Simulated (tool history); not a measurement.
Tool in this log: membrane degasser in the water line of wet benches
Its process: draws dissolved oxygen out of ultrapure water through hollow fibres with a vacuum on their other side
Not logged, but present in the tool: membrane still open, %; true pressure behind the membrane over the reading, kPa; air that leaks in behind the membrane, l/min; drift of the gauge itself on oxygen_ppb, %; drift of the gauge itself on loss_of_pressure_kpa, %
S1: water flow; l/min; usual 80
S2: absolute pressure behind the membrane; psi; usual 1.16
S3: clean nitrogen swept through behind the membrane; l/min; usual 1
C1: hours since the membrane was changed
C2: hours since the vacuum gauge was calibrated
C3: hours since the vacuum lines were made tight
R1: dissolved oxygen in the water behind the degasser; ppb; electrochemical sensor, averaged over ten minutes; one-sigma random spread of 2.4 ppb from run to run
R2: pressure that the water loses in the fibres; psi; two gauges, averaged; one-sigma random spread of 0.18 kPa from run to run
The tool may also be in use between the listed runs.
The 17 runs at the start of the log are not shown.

Run 18, hour 1602.8: usual settings but S1 124 l/min, S2 0.716 psi, S3 0.43 l/min; C1 6391; C2 1000; C3 1592. Result: R1 456.4 ppb, R2 7 psi.
Run 19, hour 1726.2: usual settings but S1 62 l/min, S2 0.716 psi, S3 0.43 l/min; C1 6514; C2 1123; C3 1715. Result: R1 329.1 ppb, R2 3.53 psi.
Run 20, hour 1802.9: usual settings but S2 1.923 psi, S3 0.46 l/min; C1 6591; C2 1200; C3 1792. Result: R1 1853.4 ppb, R2 4.557 psi.
Run 21, hour 1917.3: usual settings but S1 88 l/min, S2 1.923 psi, S3 0.61 l/min; C1 6706; C2 1314; C3 1906. Result: R1 1684.8 ppb, R2 4.986 psi.
Run 22, hour 1971.3: usual settings but S1 99 l/min, S2 1.505 psi, S3 0.47 l/min; C1 6760; C2 1368; C3 1960. Result: R1 1493.3 ppb, R2 5.685 psi.
Run 23, hour 2090.3: usual settings but S1 99 l/min, S2 1.505 psi, S3 0.47 l/min; C1 6879; C2 1487; C3 2079. Result: R1 1494.9 ppb, R2 5.654 psi.
Run 24, hour 2207.5: usual settings but S1 49 l/min, S2 1.094 psi; C1 6996; C2 1604; C3 2196. Result: R1 399.3 ppb, R2 2.785 psi.
Run 25, hour 2290.1: usual settings but S1 49 l/min, S2 1.094 psi; C1 7078; C2 1687; C3 2279. Result: R1 399.3 ppb, R2 2.77 psi.
Run 26, hour 2385.4: usual settings but S1 73 l/min, S2 2.203 psi, S3 0.6 l/min; C1 7174; C2 1782; C3 2374. Result: R1 1791.6 ppb, R2 4.147 psi.
Run 27, hour 2450: usual settings but S1 76 l/min, S2 0.892 psi, S3 1.5 l/min; C1 7238; C2 1847; C3 2439. Result: R1 288.4 ppb, R2 4.355 psi.
Run 28, hour 2528: usual settings but S1 66 l/min, S2 1.239 psi, S3 1.68 l/min; C1 7316; C2 1925; C3 2517. Result: R1 412.9 ppb, R2 3.774 psi.
Run 29, hour 2659.4: usual settings but S1 66 l/min, S2 1.239 psi, S3 1.68 l/min; C1 7448; C2 2056; C3 2648. Result: R1 412.2 ppb, R2 3.825 psi.
Run 30, hour 2777.8: usual settings but S1 124 l/min, S2 2.458 psi, S3 1.68 l/min; C1 7566; C2 2175; C3 2767. Result: R1 1525.2 ppb, R2 7.046 psi.
Run 31, hour 2907.1: usual settings but S1 124 l/min, S2 2.458 psi, S3 1.68 l/min; C1 7695; C2 2304; C3 2896. Result: R1 1523.2 ppb, R2 7.123 psi.

Forecast each of these 5 alternatives for the next run:
Run A, hour 3036: usual settings but S1 121 l/min, S2 1.199 psi, S3 1.68 l/min; C1 7824; C2 2433; C3 3025. Result: R1 ?, R2 ?.
Run B, hour 3036: usual settings but S1 112 l/min, S2 1.636 psi, S3 1.68 l/min; C1 7824; C2 2433; C3 3025. Result: R1 ?, R2 ?.
Run C, hour 3036: usual settings but S1 98 l/min, S2 0.834 psi, S3 0.58 l/min; C1 7824; C2 2433; C3 3025. Result: R1 ?, R2 ?.
Run D, hour 3036: usual settings but S1 61 l/min; C1 7824; C2 2433; C3 3025. Result: R1 ?, R2 ?.
Run E, hour 3036: usual settings but S1 63 l/min, S2 0.966 psi, S3 2.37 l/min; C1 7824; C2 2433; C3 3025. Result: R1 ?, R2 ?.

run     R1     R2
  A  623.7  6.898
  B    897  6.441
  C  532.3  5.604
  D  520.9  3.517
  E  201.7  3.614
Take away the tool's hidden state, keep each run's random variation, and the runs would have read:
run     R1     R2
  A  610.5  6.637
  B  885.5  6.199
  C  512.7  5.391
  D  510.7  3.384
  E  195.5  3.477
